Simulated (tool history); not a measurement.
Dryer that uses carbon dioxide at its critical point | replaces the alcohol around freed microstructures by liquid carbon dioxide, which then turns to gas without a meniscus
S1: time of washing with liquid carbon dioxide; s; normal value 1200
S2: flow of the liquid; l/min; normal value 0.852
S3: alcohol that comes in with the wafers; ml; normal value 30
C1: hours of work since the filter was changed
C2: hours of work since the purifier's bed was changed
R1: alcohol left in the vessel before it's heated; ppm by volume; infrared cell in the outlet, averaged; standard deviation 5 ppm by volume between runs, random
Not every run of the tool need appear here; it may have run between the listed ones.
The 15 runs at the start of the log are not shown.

run 16 day=21.054 | S1=1200 S2=0.852 S3=37 | C1=370 C2=321 | R1=191
run 17 day=22.667 | S1=1200 S2=0.852 S3=37 | C1=385 C2=336 | R1=209
run 18 day=23.617 | S1=1200 S2=0.852 S3=37 | C1=394 C2=345 | R1=194
run 19 day=25.342 | S1=1860 S2=0.790 S3=26 | C1=410 C2=361 | R1=199
run 20 day=26.517 | S1=1860 S2=0.790 S3=26 | C1=421 C2=372 | R1=210
run 21 day=27.325 | S1=1860 S2=0.790 S3=26 | C1=428 C2=379 | R1=204
run 22 day=28.296 | S1=1920 S2=0.852 S3=44 | C1=437 C2=388 | R1=209
run 23 day=29.683 | S1=960 S2=0.626 S3=39 | C1=450 C2=401 | R1=514
run 24 day=30.783 | S1=720 S2=0.626 S3=28 | C1=461 C2=411 | R1=821
-- day=31.762 inlet filter changed
run 25 day=31.921 | S1=1200 S2=0.768 S3=78 | C1=1 C2=422 | R1=248
run 26 day=33.175 | S1=1200 S2=1.052 S3=89 | C1=13 C2=433 | R1=230
run 27 day=34.925 | S1=1500 S2=1.273 S3=22 | C1=29 C2=450 | R1=244
run 28 day=36.379 | S1=1860 S2=1.227 S3=22 | C1=43 C2=463 | R1=248
run 29 day=38.321 | S1=840 S2=0.826 S3=22 | C1=61 C2=481 | R1=297
run 30 day=39.538 | S1=960 S2=1.145 S3=75 | C1=72 C2=492 | R1=266
run 31 day=40.962 | S1=960 S2=1.145 S3=75 | C1=86 C2=506 | R1=269

5 ways to go on from here, each from the tool as it stands after run 31. What would each give?
-- day=42.446 purifier's bed changed
run A day=43.004 | S1=840 S2=0.561 S3=87 | C1=103 C2=5 | R1=?
-- day=42.446 purifier's bed changed
run B day=43.004 | S1=900 S2=1.030 S3=40 | C1=103 C2=5 | R1=?
-- day=42.446 purifier's bed changed
run C day=43.004 | S1=1680 S2=1.118 S3=30 | C1=103 C2=5 | R1=?
-- day=42.446 purifier's bed changed
run D day=43.004 | S1=1500 S2=0.852 S3=109 | C1=103 C2=5 | R1=?
-- day=42.446 purifier's bed changed
run E day=43.004 | S1=960 S2=0.649 S3=75 | C1=103 C2=5 | R1=?

run=A R1=1044
run=B R1=23
run=C R1=3
run=D R1=6
run=E R1=288
The same runs, with their run-to-run variation unchanged, on a tool lacking any hidden condition would have given:
run=A R1=876
run=B R1=16
run=C R1=0
run=D R1=2
run=E R1=228
